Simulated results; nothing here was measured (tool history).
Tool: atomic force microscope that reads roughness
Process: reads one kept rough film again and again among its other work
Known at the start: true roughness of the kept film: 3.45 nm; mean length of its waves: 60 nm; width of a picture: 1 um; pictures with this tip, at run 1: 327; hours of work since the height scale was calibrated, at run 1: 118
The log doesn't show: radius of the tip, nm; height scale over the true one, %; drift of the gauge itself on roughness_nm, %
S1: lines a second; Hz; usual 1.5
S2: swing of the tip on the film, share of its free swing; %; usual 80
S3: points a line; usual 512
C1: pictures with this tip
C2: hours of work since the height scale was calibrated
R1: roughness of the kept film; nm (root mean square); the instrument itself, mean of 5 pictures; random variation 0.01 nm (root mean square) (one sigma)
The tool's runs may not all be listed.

run   hour    S1  S2    S3   C1   C2     R1
  1      0   1.5  80   512  327  118  2.816
  2    7.9   1.5  80   590  336  122  2.848
  3   11.9   1.5  80   590  341  124  2.816
  4   17.5   1.5  80   590  348  126  2.816
      25.1  -- new tip fitted
  5   25.7  0.52  80   512    0  129  3.196
  6   32.1  0.52  80   512    8  132  3.196
  7   38.9   1.5  80   512   16  135  2.917
  8   42.8   1.5  80  1006   21  137  2.914
  9   52.1   1.5  80   512   32  141  2.941
 10   56.8   1.5  80   512   38  143  2.933
 11   63.7   1.5  80   512   46  146  2.919
 12     70   1.5  80   512   54  149  2.919
 13   78.5   1.5  80   512   64  153  2.902
 14   86.9   1.5  80   512   74  156  2.916
 15   93.3  3.61  66   512   82  159  2.862
 16  101.7  1.35  79   750   92  163  2.955
 17  106.1  3.96  63   404   98  165  2.906
 18  115.3   1.5  74   653  109  169  3.003
 19  124.5   1.5  74   653  120  173      3
 20  133.8   1.5  74   653  131  177  2.986
 21  142.6  1.61  79   653  142  181  2.891
 22  146.9  1.61  79   653  147  183  2.878
 23  155.9  1.61  79   653  158  187  2.885
 24  161.6  1.61  79   653  165  189  2.868

Forecast run 25:
 25   167  1.61  79  653  171  191   ?

R1: 2.864 nm (root mean square)
Without the tool's hidden state the same run would have given R1 2.919 nm (root mean square).
